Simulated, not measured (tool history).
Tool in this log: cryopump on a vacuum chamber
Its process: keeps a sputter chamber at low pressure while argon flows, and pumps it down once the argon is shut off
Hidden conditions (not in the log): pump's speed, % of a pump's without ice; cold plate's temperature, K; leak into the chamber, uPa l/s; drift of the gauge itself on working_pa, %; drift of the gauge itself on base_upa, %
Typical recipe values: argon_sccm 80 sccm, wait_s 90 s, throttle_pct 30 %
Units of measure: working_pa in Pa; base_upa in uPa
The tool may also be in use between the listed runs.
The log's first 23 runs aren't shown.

run	hour	argon_sccm	wait_s	throttle_pct	hours of work since the pump was warmed up and emptied	hours of work since the cold head was overhauled	hours of work since the chamber's fittings were tightened	working_pa	base_upa
24	545.9	80	146	30	417	417	2479	0.2928	0.75
25	568.3	48	86	16	427	427	2489	0.3226	1.01
26	588.1	62	86	23	435	435	2497	0.2922	1.01
27	613.2	147	213	30	446	446	2508	0.5412	0.67
28	631.9	33	124	52	454	454	2516	0.0719	0.86
29	663.1	33	124	52	468	468	2530	0.0736	0.85
30	681.2	33	124	52	476	476	2538	0.0741	0.87
31	712.9	33	124	52	490	490	2552	0.0734	0.86
32	742.8	80	90	28	503	503	2565	0.3153	0.96
33	773.5	80	90	36	516	516	2578	0.2516	0.99
34	797.9	80	90	36	527	527	2589	0.2516	1.02

Predict each of these 4 candidate next runs independently; none follows another, all start after run 34:
A	821.7	92	192	57	537	537	2599	?	?
B	821.7	80	137	30	537	537	2599	?	?
C	821.7	76	91	27	537	537	2599	?	?
D	821.7	114	56	21	537	537	2599	?	?

run	working_pa	base_upa
A	0.1931	0.72
B	0.3013	0.86
C	0.3126	1.03
D	0.5939	1.35
The same runs, with their run-to-run variation unchanged, on a tool lacking any hidden condition would have given:
run	working_pa	base_upa
A	0.1673	0.41
B	0.2786	0.54
C	0.2912	0.71
D	0.5618	1.03
